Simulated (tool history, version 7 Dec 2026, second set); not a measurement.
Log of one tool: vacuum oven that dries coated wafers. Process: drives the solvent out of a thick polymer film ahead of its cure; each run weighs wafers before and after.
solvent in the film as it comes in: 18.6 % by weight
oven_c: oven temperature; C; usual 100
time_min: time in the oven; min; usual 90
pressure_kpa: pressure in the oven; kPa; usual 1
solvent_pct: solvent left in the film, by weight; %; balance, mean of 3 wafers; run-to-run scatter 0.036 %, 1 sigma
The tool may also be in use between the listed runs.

run 1 hour=0 | oven_c=100 time_min=90 pressure_kpa=1 | solvent_pct=1.37
run 2 hour=86.3 | oven_c=100 time_min=90 pressure_kpa=1 | solvent_pct=1.34
run 3 hour=150.9 | oven_c=100 time_min=90 pressure_kpa=1 | solvent_pct=1.39
run 4 hour=251.6 | oven_c=100 time_min=90 pressure_kpa=1 | solvent_pct=1.36
run 5 hour=332.4 | oven_c=100 time_min=90 pressure_kpa=1 | solvent_pct=1.42
run 6 hour=391.1 | oven_c=100 time_min=90 pressure_kpa=1 | solvent_pct=1.42
run 7 hour=444.7 | oven_c=100 time_min=90 pressure_kpa=1 | solvent_pct=1.38
-- hour=496 oven's thermocouples calibrated
run 8 hour=550.2 | oven_c=96 time_min=90 pressure_kpa=1 | solvent_pct=2.14
run 9 hour=652 | oven_c=96 time_min=90 pressure_kpa=1 | solvent_pct=2.11
-- hour=740.4 oven's thermocouples calibrated, once more
run 10 hour=740.4 | oven_c=96 time_min=90 pressure_kpa=1 | solvent_pct=2.54
run 11 hour=803.6 | oven_c=102 time_min=90 pressure_kpa=1 | solvent_pct=1.28
run 12 hour=885.6 | oven_c=102 time_min=90 pressure_kpa=1 | solvent_pct=1.32
run 13 hour=971.3 | oven_c=97 time_min=93 pressure_kpa=0.52 | solvent_pct=1.88
run 14 hour=1067.7 | oven_c=89 time_min=47 pressure_kpa=0.78 | solvent_pct=8.11
run 15 hour=1133.2 | oven_c=98 time_min=140 pressure_kpa=1 | solvent_pct=1.21
run 16 hour=1248.7 | oven_c=98 time_min=140 pressure_kpa=0.61 | solvent_pct=1.05
run 17 hour=1337.9 | oven_c=100 time_min=45 pressure_kpa=1 | solvent_pct=4.21
run 18 hour=1433.2 | oven_c=100 time_min=45 pressure_kpa=1 | solvent_pct=4.11
-- hour=1477.1 vacuum gauge cleaned of residue and calibrated
run 19 hour=1514.3 | oven_c=100 time_min=157 pressure_kpa=0.67 | solvent_pct=0.43
run 20 hour=1604.5 | oven_c=100 time_min=157 pressure_kpa=0.67 | solvent_pct=0.45
run 21 hour=1652.6 | oven_c=100 time_min=157 pressure_kpa=0.67 | solvent_pct=0.38
run 22 hour=1737.3 | oven_c=100 time_min=157 pressure_kpa=0.67 | solvent_pct=0.48

Some steps in solvent_pct between neighbouring runs. How much of each would the tool show without its hidden state too (settings, what came in, random variation), and how much is left for the hidden state, with any gauge scatter that isn't in both results?
The hidden state here: true wafer temperature over the reading, C; true pressure over the reading, kPa; drift of the gauge itself on solvent_pct, %.
Run 9 -> 10: oven's thermocouples calibrated, once more. solvent_pct +0.43 %: hidden state +0.45, all else -0.02.
Run 13 -> 14: oven_c 97 -> 89, time_min 93 -> 47, pressure_kpa 0.52 -> 0.78. solvent_pct +6.23 %: hidden state -0.19, all else +6.42.
Run 14 -> 15: oven_c 89 -> 98, time_min 47 -> 140, pressure_kpa 0.78 -> 1. solvent_pct -6.9 %: hidden state +0.35, all else -7.25.
Run 16 -> 17: oven_c 98 -> 100, time_min 140 -> 45, pressure_kpa 0.61 -> 1. solvent_pct +3.16 %: hidden state -0.42, all else +3.58.
